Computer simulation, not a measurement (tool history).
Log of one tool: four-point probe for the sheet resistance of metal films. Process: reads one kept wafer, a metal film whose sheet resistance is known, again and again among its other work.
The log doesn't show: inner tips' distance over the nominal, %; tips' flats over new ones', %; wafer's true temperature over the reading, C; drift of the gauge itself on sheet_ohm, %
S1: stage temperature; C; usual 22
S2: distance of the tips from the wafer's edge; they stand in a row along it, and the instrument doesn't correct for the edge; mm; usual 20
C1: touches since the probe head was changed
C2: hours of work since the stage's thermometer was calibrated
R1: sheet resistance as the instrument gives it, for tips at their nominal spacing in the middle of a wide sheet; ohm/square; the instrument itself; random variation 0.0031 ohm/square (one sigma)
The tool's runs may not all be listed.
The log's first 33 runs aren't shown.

run	hour	S1	S2	C1	C2	R1
34	360.9	21	5	37210	786	15.386476
35	368.4	21	5	37689	791	15.38263
36	380.4	21	5	38461	800	15.377751
37	387.4	20	14	38914	805	15.288875
38	400.8	22	17	39775	815	15.321626
39	408	34	25	40243	821	15.507518
40	415.6	27	40	40731	826	15.39489
41	429.7	24	40	41634	837	15.350923
42	439.7	25	8	42281	845	15.393397
43	453.4	35	39	43161	855	15.525431
44	468	35	39	44099	866	15.519196
45	478.3	35	39	44764	873	15.52371

Forecast each of these 3 alternatives for the next run:
A	493.7	20	20	45759	885	?
B	493.7	35	24	45759	885	?
C	493.7	18	42	45759	885	?

run	R1
A	15.27532
B	15.511505
C	15.240419
Without the tool's hidden state the same runs would have given:
run	R1
A	15.326386
B	15.562247
C	15.291525
